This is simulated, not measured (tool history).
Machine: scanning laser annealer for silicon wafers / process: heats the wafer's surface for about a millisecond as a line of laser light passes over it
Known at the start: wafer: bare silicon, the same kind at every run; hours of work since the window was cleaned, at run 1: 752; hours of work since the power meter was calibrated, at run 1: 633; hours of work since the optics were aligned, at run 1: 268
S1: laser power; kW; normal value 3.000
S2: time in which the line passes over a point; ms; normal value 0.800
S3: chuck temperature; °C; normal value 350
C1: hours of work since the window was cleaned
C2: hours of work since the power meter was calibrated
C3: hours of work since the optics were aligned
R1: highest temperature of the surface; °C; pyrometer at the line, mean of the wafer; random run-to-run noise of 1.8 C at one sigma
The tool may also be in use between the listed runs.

run,hour,S1,S2,S3,C1,C2,C3,R1
1,0.0,3.000,0.800,350,752,633,268,1052
2,50.4,3.000,0.800,350,773,654,289,1049
3,83.1,3.000,0.800,350,787,668,303,1053
4,123.3,3.000,0.800,350,804,685,320,1049
5,189.4,3.000,0.800,350,832,714,348,1052
6,237.7,3.000,0.800,325,853,734,369,1024
7,293.9,3.000,0.800,325,877,758,393,1026
8,360.2,3.000,0.800,325,905,786,421,1025
9,420.2,3.000,0.800,350,931,812,447,1051
10,461.7,3.000,0.800,350,948,829,464,1047
11,492.5,3.000,0.800,350,961,843,477,1049
# hour 522.9: window over the wafer cleaned
12,540.3,3.000,0.800,350,7,862,497,1054
13,605.4,3.000,0.800,350,35,890,525,1053
14,676.9,3.000,0.600,350,66,920,555,948
15,729.3,3.000,0.600,350,88,942,577,952
16,787.0,3.000,0.600,350,112,967,602,951
17,855.9,3.000,0.800,350,142,996,631,1050
18,914.9,3.000,0.800,350,167,1021,656,1050
19,977.1,3.000,0.800,350,193,1048,683,1050
20,1007.9,3.122,0.800,350,206,1061,696,1083
21,1053.8,3.122,0.931,350,226,1080,715,1142
22,1110.4,2.784,0.934,350,250,1105,739,1052
23,1160.4,3.000,0.631,350,271,1126,761,968
24,1222.5,3.000,0.631,350,298,1152,787,966
25,1273.2,3.000,0.631,320,319,1174,809,938
26,1317.8,3.000,0.598,367,338,1193,828,969
27,1350.0,3.000,0.598,367,352,1206,841,965
28,1385.0,3.000,0.598,367,367,1221,856,969
29,1418.1,3.000,0.598,367,381,1235,870,972
30,1453.9,3.027,0.598,362,396,1251,886,967
31,1517.2,3.027,0.652,317,423,1278,913,951
32,1585.6,3.027,0.604,377,452,1307,942,986
33,1655.5,2.902,0.630,389,482,1336,971,984
34,1685.9,2.754,0.658,353,495,1349,984,929
35,1735.1,2.595,0.658,353,516,1370,1005,894
36,1805.3,3.258,0.637,317,546,1400,1035,997
37,1850.4,3.226,0.591,311,565,1419,1054,954
38,1903.2,3.226,0.591,311,587,1442,1077,955
39,1936.1,3.226,0.591,311,601,1456,1091,955
40,1993.3,3.000,0.637,379,626,1480,1115,1000

For each entry between runs, how does the tool's hidden state at the last listed run before it compare with that at the first listed run after it?
Between runs 11 and 12: window over the wafer cleaned (hour 522.9)
  light that passes the window, % of a clean one's: 99.92 -> 100
